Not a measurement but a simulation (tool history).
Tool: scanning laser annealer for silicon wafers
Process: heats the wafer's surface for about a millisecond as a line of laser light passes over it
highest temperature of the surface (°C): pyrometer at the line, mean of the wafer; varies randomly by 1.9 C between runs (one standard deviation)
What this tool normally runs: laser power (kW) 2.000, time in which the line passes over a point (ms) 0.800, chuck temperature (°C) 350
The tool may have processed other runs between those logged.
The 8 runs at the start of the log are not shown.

run    hour  laser power (kW)  time in which the line passes over a point (ms)  chuck temperature (°C)  hours of work since the window was cleaned  hours of work since the power meter was calibrated  hours of work since the optics were aligned  highest temperature of the surface (°C)
      387.4  -- window over the wafer cleaned
  9   399.9             2.000                                            0.723                     350                                           6                                                 190                                          676                                     1058
 10   427.3             2.000                                            0.723                     350                                          18                                                 202                                          689                                     1062
 11   464.3             1.759                                            0.723                     350                                          35                                                 219                                          705                                      955
 12   508.2             2.111                                            0.800                     350                                          55                                                 239                                          725                                     1141
 13   568.5             2.111                                            0.800                     350                                          82                                                 266                                          752                                     1136
 14   629.6             2.111                                            0.800                     350                                         109                                                 293                                          780                                     1132
      662.6  -- optics aligned, line set to its width
 15   683.0             2.111                                            0.800                     350                                         131                                                 315                                            9                                     1133
 16   709.6             2.111                                            0.800                     350                                         143                                                 327                                           21                                     1133
 17   771.8             2.111                                            0.800                     350                                         171                                                 355                                           49                                     1123
 18   801.9             2.000                                            0.800                     350                                         185                                                 369                                           63                                     1080
 19   854.7             2.000                                            0.589                     350                                         209                                                 393                                           87                                      953
 20   914.9             2.000                                            0.800                     331                                         236                                                 420                                          114                                     1051
 21   973.3             2.000                                            0.878                     354                                         262                                                 446                                          140                                     1106
 22  1018.5             1.769                                            0.803                     350                                         283                                                 467                                          161                                      965

Run 23 is up next; what results do you expect?
 23  1061.4             2.154                                            0.952                     328                                         302                                                 486                                          180                                        ?

highest temperature of the surface (°C): 1180
Had the tool carried no hidden state, the very same run would have given highest temperature of the surface (°C) 1247.

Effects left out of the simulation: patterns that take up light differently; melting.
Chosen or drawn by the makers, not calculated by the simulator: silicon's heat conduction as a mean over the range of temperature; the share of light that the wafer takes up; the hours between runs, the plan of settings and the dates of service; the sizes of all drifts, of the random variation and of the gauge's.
